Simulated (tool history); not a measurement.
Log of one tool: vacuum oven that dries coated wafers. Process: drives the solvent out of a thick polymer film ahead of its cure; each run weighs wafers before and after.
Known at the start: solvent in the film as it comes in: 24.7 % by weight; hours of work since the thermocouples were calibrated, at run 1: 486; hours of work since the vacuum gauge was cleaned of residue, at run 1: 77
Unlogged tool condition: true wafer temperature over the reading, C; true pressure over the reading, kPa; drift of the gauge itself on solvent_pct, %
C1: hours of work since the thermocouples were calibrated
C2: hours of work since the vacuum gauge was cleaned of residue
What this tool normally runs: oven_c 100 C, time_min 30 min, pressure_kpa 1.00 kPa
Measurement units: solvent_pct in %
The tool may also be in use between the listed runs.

{"run": 1, "hour": 0.0, "oven_c": 100, "time_min": 30, "pressure_kpa": 1.0, "C1": 486, "C2": 77, "solvent_pct": 1.1}
{"run": 2, "hour": 77.3, "oven_c": 100, "time_min": 30, "pressure_kpa": 1.0, "C1": 521, "C2": 112, "solvent_pct": 1.11}
{"run": 3, "hour": 156.3, "oven_c": 100, "time_min": 30, "pressure_kpa": 1.0, "C1": 557, "C2": 148, "solvent_pct": 1.1}
{"run": 4, "hour": 210.2, "oven_c": 100, "time_min": 39, "pressure_kpa": 1.0, "C1": 581, "C2": 172, "solvent_pct": 0.7}
{"run": 5, "hour": 262.1, "oven_c": 89, "time_min": 39, "pressure_kpa": 1.0, "C1": 605, "C2": 196, "solvent_pct": 2.79}
{"run": 6, "hour": 297.6, "oven_c": 89, "time_min": 39, "pressure_kpa": 1.0, "C1": 621, "C2": 212, "solvent_pct": 2.79}
{"run": 7, "hour": 365.6, "oven_c": 100, "time_min": 30, "pressure_kpa": 1.0, "C1": 652, "C2": 243, "solvent_pct": 1.09}
{"run": 8, "hour": 425.4, "oven_c": 100, "time_min": 30, "pressure_kpa": 1.0, "C1": 679, "C2": 270, "solvent_pct": 1.1}
{"run": 9, "hour": 476.6, "oven_c": 100, "time_min": 30, "pressure_kpa": 1.0, "C1": 702, "C2": 293, "solvent_pct": 1.07}
{"run": 10, "hour": 511.2, "oven_c": 100, "time_min": 25, "pressure_kpa": 1.0, "C1": 718, "C2": 309, "solvent_pct": 1.49}
{"run": 11, "hour": 563.5, "oven_c": 100, "time_min": 25, "pressure_kpa": 1.0, "C1": 742, "C2": 332, "solvent_pct": 1.54}
{"run": 12, "hour": 599.9, "oven_c": 100, "time_min": 38, "pressure_kpa": 1.0, "C1": 758, "C2": 349, "solvent_pct": 0.73}
{"run": 13, "hour": 663.8, "oven_c": 100, "time_min": 16, "pressure_kpa": 1.0, "C1": 787, "C2": 378, "solvent_pct": 3.42}
{"run": 14, "hour": 721.2, "oven_c": 100, "time_min": 16, "pressure_kpa": 1.0, "C1": 813, "C2": 404, "solvent_pct": 3.41}
{"run": 15, "hour": 770.7, "oven_c": 100, "time_min": 16, "pressure_kpa": 1.0, "C1": 836, "C2": 426, "solvent_pct": 3.4}
{"hour": 778.4, "done": "vacuum gauge cleaned of residue and calibrated"}
{"run": 16, "hour": 809.4, "oven_c": 100, "time_min": 16, "pressure_kpa": 1.0, "C1": 852, "C2": 14, "solvent_pct": 3.4}
{"run": 17, "hour": 864.2, "oven_c": 100, "time_min": 30, "pressure_kpa": 1.38, "C1": 877, "C2": 39, "solvent_pct": 1.21}
{"run": 18, "hour": 903.8, "oven_c": 100, "time_min": 30, "pressure_kpa": 1.38, "C1": 895, "C2": 57, "solvent_pct": 1.21}
{"run": 19, "hour": 955.7, "oven_c": 100, "time_min": 30, "pressure_kpa": 1.0, "C1": 919, "C2": 80, "solvent_pct": 1.02}
{"run": 20, "hour": 1000.7, "oven_c": 100, "time_min": 30, "pressure_kpa": 1.0, "C1": 939, "C2": 101, "solvent_pct": 1.0}
{"run": 21, "hour": 1042.4, "oven_c": 100, "time_min": 30, "pressure_kpa": 1.0, "C1": 958, "C2": 120, "solvent_pct": 1.02}
{"run": 22, "hour": 1111.5, "oven_c": 108, "time_min": 30, "pressure_kpa": 1.0, "C1": 989, "C2": 151, "solvent_pct": 0.42}
{"run": 23, "hour": 1171.6, "oven_c": 114, "time_min": 32, "pressure_kpa": 0.98, "C1": 1017, "C2": 178, "solvent_pct": 0.3}
{"hour": 1231.1, "done": "vacuum gauge cleaned of residue and calibrated, once more"}
{"run": 24, "hour": 1239.1, "oven_c": 114, "time_min": 32, "pressure_kpa": 0.98, "C1": 1047, "C2": 4, "solvent_pct": 0.27}
{"run": 25, "hour": 1280.2, "oven_c": 100, "time_min": 30, "pressure_kpa": 3.12, "C1": 1065, "C2": 22, "solvent_pct": 1.95}
{"run": 26, "hour": 1330.2, "oven_c": 100, "time_min": 30, "pressure_kpa": 1.25, "C1": 1088, "C2": 45, "solvent_pct": 1.06}
{"run": 27, "hour": 1411.7, "oven_c": 94, "time_min": 37, "pressure_kpa": 1.25, "C1": 1125, "C2": 82, "solvent_pct": 1.6}
{"run": 28, "hour": 1459.1, "oven_c": 94, "time_min": 37, "pressure_kpa": 1.25, "C1": 1146, "C2": 103, "solvent_pct": 1.58}
{"run": 29, "hour": 1493.0, "oven_c": 94, "time_min": 35, "pressure_kpa": 1.25, "C1": 1162, "C2": 119, "solvent_pct": 1.73}
{"run": 30, "hour": 1532.5, "oven_c": 94, "time_min": 30, "pressure_kpa": 1.95, "C1": 1180, "C2": 137, "solvent_pct": 2.64}
{"run": 31, "hour": 1610.9, "oven_c": 115, "time_min": 19, "pressure_kpa": 0.79, "C1": 1215, "C2": 172, "solvent_pct": 0.29}
{"run": 32, "hour": 1646.2, "oven_c": 98, "time_min": 33, "pressure_kpa": 3.2, "C1": 1231, "C2": 188, "solvent_pct": 2.09}
{"run": 33, "hour": 1694.1, "oven_c": 98, "time_min": 33, "pressure_kpa": 2.13, "C1": 1253, "C2": 210, "solvent_pct": 1.56}
{"run": 34, "hour": 1768.3, "oven_c": 100, "time_min": 30, "pressure_kpa": 0.76, "C1": 1287, "C2": 244, "solvent_pct": 0.82}
{"run": 35, "hour": 1811.7, "oven_c": 97, "time_min": 25, "pressure_kpa": 0.55, "C1": 1306, "C2": 263, "solvent_pct": 1.75}
{"run": 36, "hour": 1881.7, "oven_c": 95, "time_min": 25, "pressure_kpa": 0.95, "C1": 1338, "C2": 295, "solvent_pct": 2.49}
{"run": 37, "hour": 1926.4, "oven_c": 96, "time_min": 30, "pressure_kpa": 2.22, "C1": 1358, "C2": 315, "solvent_pct": 2.15}

Run 38 comes next. What will it give?
{"run": 38, "hour": 2000.8, "oven_c": 96, "time_min": 30, "pressure_kpa": 2.22, "C1": 1392, "C2": 349, "solvent_pct": "?"}

{"run 38": {"solvent_pct": 2.19}}
The same run, on a tool lacking any hidden state, would have yielded solvent_pct 2.71 %.
